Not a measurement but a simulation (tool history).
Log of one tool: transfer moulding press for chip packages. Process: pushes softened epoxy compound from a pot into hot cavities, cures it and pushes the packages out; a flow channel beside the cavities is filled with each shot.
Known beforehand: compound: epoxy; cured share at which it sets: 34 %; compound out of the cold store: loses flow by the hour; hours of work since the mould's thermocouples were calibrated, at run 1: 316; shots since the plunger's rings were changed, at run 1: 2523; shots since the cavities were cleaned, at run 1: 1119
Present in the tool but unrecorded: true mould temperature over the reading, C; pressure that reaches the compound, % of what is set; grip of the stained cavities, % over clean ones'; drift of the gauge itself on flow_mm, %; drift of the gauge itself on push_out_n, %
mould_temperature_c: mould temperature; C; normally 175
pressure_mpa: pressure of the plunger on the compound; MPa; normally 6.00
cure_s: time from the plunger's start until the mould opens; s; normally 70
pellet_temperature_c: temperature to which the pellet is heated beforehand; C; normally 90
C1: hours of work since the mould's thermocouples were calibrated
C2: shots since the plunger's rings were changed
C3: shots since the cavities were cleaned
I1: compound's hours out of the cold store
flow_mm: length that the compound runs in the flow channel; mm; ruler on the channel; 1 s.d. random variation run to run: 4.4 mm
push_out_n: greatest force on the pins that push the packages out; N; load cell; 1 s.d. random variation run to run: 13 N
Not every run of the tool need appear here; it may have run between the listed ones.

{"run": 1, "day": 0.0, "mould_temperature_c": 175, "pressure_mpa": 6.0, "cure_s": 70, "pellet_temperature_c": 90, "C1": 316, "C2": 2523, "C3": 1119, "I1": 17.9, "flow_mm": 676, "push_out_n": 1190}
{"day": 0.296, "done": "cavities cleaned with cleaning compound and waxed"}
{"run": 2, "day": 1.742, "mould_temperature_c": 175, "pressure_mpa": 6.0, "cure_s": 70, "pellet_temperature_c": 90, "C1": 343, "C2": 3206, "C3": 588, "I1": 19.7, "flow_mm": 663, "push_out_n": 1020}
{"day": 3.3, "done": "cavities cleaned with cleaning compound and waxed"}
{"day": 3.867, "done": "plunger's sealing rings changed"}
{"run": 3, "day": 4.833, "mould_temperature_c": 175, "pressure_mpa": 6.0, "cure_s": 70, "pellet_temperature_c": 90, "C1": 391, "C2": 394, "C3": 581, "I1": 38.5, "flow_mm": 637, "push_out_n": 1004}
{"day": 6.321, "done": "cavities cleaned with cleaning compound and waxed"}
{"run": 4, "day": 6.688, "mould_temperature_c": 175, "pressure_mpa": 6.0, "cure_s": 70, "pellet_temperature_c": 98, "C1": 421, "C2": 1122, "C3": 150, "I1": 19.7, "flow_mm": 695, "push_out_n": 740}
{"run": 5, "day": 8.975, "mould_temperature_c": 175, "pressure_mpa": 6.0, "cure_s": 70, "pellet_temperature_c": 98, "C1": 458, "C2": 2051, "C3": 1079, "I1": 38.5, "flow_mm": 625, "push_out_n": 1058}
{"day": 9.283, "done": "cavities cleaned with cleaning compound and waxed"}
{"run": 6, "day": 11.188, "mould_temperature_c": 175, "pressure_mpa": 6.0, "cure_s": 70, "pellet_temperature_c": 90, "C1": 493, "C2": 2926, "C3": 775, "I1": 25.3, "flow_mm": 647, "push_out_n": 1095}
{"day": 12.225, "done": "cavities cleaned with cleaning compound and waxed"}
{"run": 7, "day": 13.496, "mould_temperature_c": 179, "pressure_mpa": 6.0, "cure_s": 70, "pellet_temperature_c": 90, "C1": 530, "C2": 3839, "C3": 518, "I1": 22.7, "flow_mm": 634, "push_out_n": 879}
{"day": 13.792, "done": "plunger's sealing rings changed"}
{"day": 15.246, "done": "cavities cleaned with cleaning compound and waxed"}
{"run": 8, "day": 16.529, "mould_temperature_c": 179, "pressure_mpa": 6.0, "cure_s": 70, "pellet_temperature_c": 90, "C1": 577, "C2": 1087, "C3": 521, "I1": 20.3, "flow_mm": 685, "push_out_n": 875}
{"day": 18.125, "done": "cavities cleaned with cleaning compound and waxed"}
{"run": 9, "day": 18.583, "mould_temperature_c": 175, "pressure_mpa": 6.0, "cure_s": 70, "pellet_temperature_c": 90, "C1": 609, "C2": 1897, "C3": 187, "I1": 24.1, "flow_mm": 667, "push_out_n": 801}
{"run": 10, "day": 20.262, "mould_temperature_c": 175, "pressure_mpa": 6.0, "cure_s": 70, "pellet_temperature_c": 90, "C1": 637, "C2": 2579, "C3": 869, "I1": 22.8, "flow_mm": 666, "push_out_n": 1118}
{"day": 21.029, "done": "cavities cleaned with cleaning compound and waxed"}
{"run": 11, "day": 22.275, "mould_temperature_c": 175, "pressure_mpa": 6.0, "cure_s": 70, "pellet_temperature_c": 90, "C1": 668, "C2": 3372, "C3": 506, "I1": 37.5, "flow_mm": 604, "push_out_n": 958}
{"day": 22.812, "done": "mould's thermocouples calibrated"}
{"day": 23.812, "done": "plunger's sealing rings changed"}
{"day": 24.046, "done": "cavities cleaned with cleaning compound and waxed"}
{"run": 12, "day": 24.046, "mould_temperature_c": 175, "pressure_mpa": 6.0, "cure_s": 70, "pellet_temperature_c": 90, "C1": 17, "C2": 69, "C3": 0, "I1": 30.7, "flow_mm": 675, "push_out_n": 599}
{"run": 13, "day": 26.233, "mould_temperature_c": 175, "pressure_mpa": 6.0, "cure_s": 70, "pellet_temperature_c": 90, "C1": 53, "C2": 957, "C3": 888, "I1": 26.4, "flow_mm": 675, "push_out_n": 1098}
{"day": 26.975, "done": "cavities cleaned with cleaning compound and waxed"}
{"run": 14, "day": 28.121, "mould_temperature_c": 175, "pressure_mpa": 6.0, "cure_s": 70, "pellet_temperature_c": 90, "C1": 83, "C2": 1700, "C3": 466, "I1": 22.8, "flow_mm": 671, "push_out_n": 1027}
{"day": 29.883, "done": "cavities cleaned with cleaning compound and waxed"}
{"run": 15, "day": 30.912, "mould_temperature_c": 174, "pressure_mpa": 6.0, "cure_s": 56, "pellet_temperature_c": 89, "C1": 128, "C2": 2810, "C3": 419, "I1": 9.9, "flow_mm": 701, "push_out_n": 1939}
{"day": 32.775, "done": "cavities cleaned with cleaning compound and waxed"}
{"day": 33.846, "done": "plunger's sealing rings changed"}
{"run": 16, "day": 34.075, "mould_temperature_c": 174, "pressure_mpa": 6.0, "cure_s": 56, "pellet_temperature_c": 89, "C1": 177, "C2": 93, "C3": 486, "I1": 39.1, "flow_mm": 648, "push_out_n": 1703}
{"day": 35.838, "done": "cavities cleaned with cleaning compound and waxed"}
{"run": 17, "day": 37.075, "mould_temperature_c": 174, "pressure_mpa": 6.0, "cure_s": 56, "pellet_temperature_c": 89, "C1": 225, "C2": 1287, "C3": 503, "I1": 37.1, "flow_mm": 639, "push_out_n": 1741}
{"day": 38.758, "done": "cavities cleaned with cleaning compound and waxed"}
{"run": 18, "day": 38.771, "mould_temperature_c": 175, "pressure_mpa": 7.13, "cure_s": 70, "pellet_temperature_c": 96, "C1": 251, "C2": 1951, "C3": 5, "I1": 33.3, "flow_mm": 693, "push_out_n": 564}
{"run": 19, "day": 40.396, "mould_temperature_c": 179, "pressure_mpa": 5.07, "cure_s": 72, "pellet_temperature_c": 96, "C1": 278, "C2": 2612, "C3": 666, "I1": 30.7, "flow_mm": 578, "push_out_n": 831}
{"day": 41.592, "done": "cavities cleaned with cleaning compound and waxed"}
{"run": 20, "day": 42.138, "mould_temperature_c": 179, "pressure_mpa": 5.07, "cure_s": 72, "pellet_temperature_c": 96, "C1": 305, "C2": 3294, "C3": 222, "I1": 8.2, "flow_mm": 641, "push_out_n": 664}
{"day": 43.879, "done": "plunger's sealing rings changed"}
{"day": 44.525, "done": "cavities cleaned with cleaning compound and waxed"}
{"run": 21, "day": 44.646, "mould_temperature_c": 179, "pressure_mpa": 5.07, "cure_s": 72, "pellet_temperature_c": 96, "C1": 344, "C2": 286, "C3": 50, "I1": 10.5, "flow_mm": 669, "push_out_n": 548}
{"run": 22, "day": 45.962, "mould_temperature_c": 179, "pressure_mpa": 5.47, "cure_s": 72, "pellet_temperature_c": 98, "C1": 365, "C2": 820, "C3": 584, "I1": 11.0, "flow_mm": 687, "push_out_n": 847}
{"run": 23, "day": 47.221, "mould_temperature_c": 179, "pressure_mpa": 5.47, "cure_s": 72, "pellet_temperature_c": 98, "C1": 386, "C2": 1332, "C3": 1096, "I1": 44.2, "flow_mm": 578, "push_out_n": 888}
{"day": 47.508, "done": "cavities cleaned with cleaning compound and waxed"}
{"run": 24, "day": 49.821, "mould_temperature_c": 170, "pressure_mpa": 6.55, "cure_s": 92, "pellet_temperature_c": 89, "C1": 427, "C2": 2363, "C3": 940, "I1": 32.7, "flow_mm": 679, "push_out_n": 915}
{"day": 50.442, "done": "cavities cleaned with cleaning compound and waxed"}
{"run": 25, "day": 51.612, "mould_temperature_c": 175, "pressure_mpa": 6.0, "cure_s": 52, "pellet_temperature_c": 90, "C1": 456, "C2": 3066, "C3": 476, "I1": 27.2, "flow_mm": 647, "push_out_n": 2090}
{"day": 53.279, "done": "cavities cleaned with cleaning compound and waxed"}
{"run": 26, "day": 53.279, "mould_temperature_c": 175, "pressure_mpa": 6.0, "cure_s": 82, "pellet_temperature_c": 90, "C1": 482, "C2": 3718, "C3": 0, "I1": 25.2, "flow_mm": 644, "push_out_n": 479}
{"day": 53.883, "done": "plunger's sealing rings changed"}
{"day": 56.388, "done": "cavities cleaned with cleaning compound and waxed"}
{"run": 27, "day": 56.404, "mould_temperature_c": 175, "pressure_mpa": 6.0, "cure_s": 82, "pellet_temperature_c": 90, "C1": 530, "C2": 998, "C3": 5, "I1": 19.8, "flow_mm": 692, "push_out_n": 519}
{"run": 28, "day": 58.917, "mould_temperature_c": 174, "pressure_mpa": 6.79, "cure_s": 77, "pellet_temperature_c": 90, "C1": 571, "C2": 2019, "C3": 1026, "I1": 21.3, "flow_mm": 710, "push_out_n": 1062}

Each row is a separate what-if for the run after 28, all from the same tool condition, not one after another. Results?
{"day": 59.354, "done": "cavities cleaned with cleaning compound and waxed"}
{"run": "A", "day": 60.192, "mould_temperature_c": 175, "pressure_mpa": 6.79, "cure_s": 77, "pellet_temperature_c": 90, "C1": 591, "C2": 2513, "C3": 340, "I1": 12.6, "flow_mm": "?", "push_out_n": "?"}
{"day": 59.354, "done": "cavities cleaned with cleaning compound and waxed"}
{"run": "B", "day": 60.192, "mould_temperature_c": 182, "pressure_mpa": 5.17, "cure_s": 97, "pellet_temperature_c": 90, "C1": 591, "C2": 2513, "C3": 340, "I1": 15.7, "flow_mm": "?", "push_out_n": "?"}
{"day": 59.354, "done": "cavities cleaned with cleaning compound and waxed"}
{"run": "C", "day": 60.192, "mould_temperature_c": 174, "pressure_mpa": 6.36, "cure_s": 77, "pellet_temperature_c": 90, "C1": 591, "C2": 2513, "C3": 340, "I1": 40.0, "flow_mm": "?", "push_out_n": "?"}

run=A flow_mm=737 push_out_n=838
run=B flow_mm=620 push_out_n=650
run=C flow_mm=637 push_out_n=786
Without the tool's hidden state the same runs would have given:
run=A flow_mm=780 push_out_n=561
run=B flow_mm=656 push_out_n=416
run=C flow_mm=674 push_out_n=524
